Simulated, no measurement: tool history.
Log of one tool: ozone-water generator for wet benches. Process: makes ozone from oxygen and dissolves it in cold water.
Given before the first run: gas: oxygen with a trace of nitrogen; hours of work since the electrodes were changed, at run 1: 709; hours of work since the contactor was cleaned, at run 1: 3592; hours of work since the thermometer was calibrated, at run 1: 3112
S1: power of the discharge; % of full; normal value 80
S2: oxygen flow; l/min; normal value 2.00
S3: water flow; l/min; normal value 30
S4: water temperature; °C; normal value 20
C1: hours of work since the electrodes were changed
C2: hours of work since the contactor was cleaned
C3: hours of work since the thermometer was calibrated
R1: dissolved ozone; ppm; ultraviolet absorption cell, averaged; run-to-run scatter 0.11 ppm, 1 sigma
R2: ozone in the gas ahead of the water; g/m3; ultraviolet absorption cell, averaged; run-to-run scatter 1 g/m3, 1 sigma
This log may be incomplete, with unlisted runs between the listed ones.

run,hour,S1,S2,S3,S4,C1,C2,C3,R1,R2
1,0.0,80,2.00,30,20,709,3592,3112,5.8,169.7
2,63.9,80,2.00,30,20,747,3630,3151,5.9,168.5
3,97.0,80,2.00,30,20,767,3650,3171,5.7,167.7
4,141.1,80,2.00,30,20,794,3677,3197,6.0,167.6
5,176.6,80,2.00,30,20,815,3698,3219,5.6,168.0
6,210.7,80,2.00,30,20,836,3719,3239,5.6,167.7
7,240.5,80,2.00,25,20,853,3737,3257,6.9,167.9
8,272.3,80,2.00,30,20,873,3756,3276,5.7,165.2
9,321.4,80,2.00,30,20,902,3785,3306,5.6,167.4
10,353.9,80,2.00,30,20,922,3805,3326,5.5,165.9
11,390.1,80,2.00,30,20,944,3827,3347,5.8,167.2
12,437.0,80,2.00,30,20,972,3855,3376,5.7,166.9
13,504.2,80,2.00,30,20,1012,3896,3416,5.5,167.3
14,533.1,80,2.00,30,13,1030,3913,3434,5.7,167.0
15,564.8,80,2.00,45,20,1049,3932,3453,3.6,165.9
16,607.7,80,2.00,30,20,1075,3958,3478,5.7,167.9
17,653.8,46,2.00,30,15,1102,3986,3506,3.8,112.5
18,712.8,80,2.00,19,20,1138,4021,3542,9.0,166.9
19,746.3,41,2.17,40,27,1158,4041,3562,2.6,96.5
20,796.0,80,2.00,24,20,1188,4071,3592,7.2,165.3
21,839.0,80,2.00,24,20,1214,4097,3618,7.2,166.4
22,902.7,80,1.13,24,20,1252,4136,3656,6.6,245.2
23,958.2,80,1.13,24,20,1286,4169,3690,6.4,244.1
24,1016.4,80,2.00,39,20,1321,4204,3725,4.3,166.6
25,1062.7,80,2.00,39,20,1349,4232,3753,4.2,166.7
26,1119.9,80,2.57,26,27,1383,4266,3787,6.5,139.6
27,1175.5,80,2.57,26,27,1417,4300,3821,6.4,137.8
28,1217.7,44,2.70,43,26,1442,4325,3846,2.4,87.4
29,1278.8,56,2.00,46,22,1479,4362,3883,2.6,128.9
30,1341.0,56,2.00,46,22,1516,4400,3920,2.8,127.6
31,1384.9,51,3.47,30,20,1543,4426,3947,4.2,81.8
32,1412.7,51,3.47,30,20,1560,4443,3963,4.4,80.8

Below, each run's measurement less what the same run would have read without the hidden state. Both values contain the same run-to-run variation, but the gauge's scatter may not be the same in both:
Hidden state present: yield of the discharge, % of new electrodes'; contactor's efficiency, % of a clean one's; true water temperature over the reading, C; drift of the gauge itself on ozone_ppm, %; drift of the gauge itself on gas_g_m3, %.
run,R1,R2
1,-0.4,-4.1
2,-0.4,-4.3
3,-0.5,-4.4
4,-0.4,-4.5
5,-0.5,-4.6
6,-0.5,-4.7
7,-0.5,-4.8
8,-0.4,-4.9
9,-0.5,-5.1
10,-0.5,-5.1
11,-0.5,-5.1
12,-0.5,-5.3
13,-0.6,-5.5
14,-0.6,-5.6
15,-0.3,-5.7
16,-0.5,-5.8
17,-0.3,-2.5
18,-0.8,-6.1
19,-0.2,-2.0
20,-0.7,-6.3
21,-0.7,-6.4
22,-0.7,-9.8
23,-0.7,-10.0
24,-0.4,-6.9
25,-0.4,-7.0
26,-0.6,-6.1
27,-0.7,-6.1
28,-0.3,-2.3
29,-0.3,-4.5
30,-0.2,-4.6
31,-0.4,-2.7
32,-0.4,-2.8
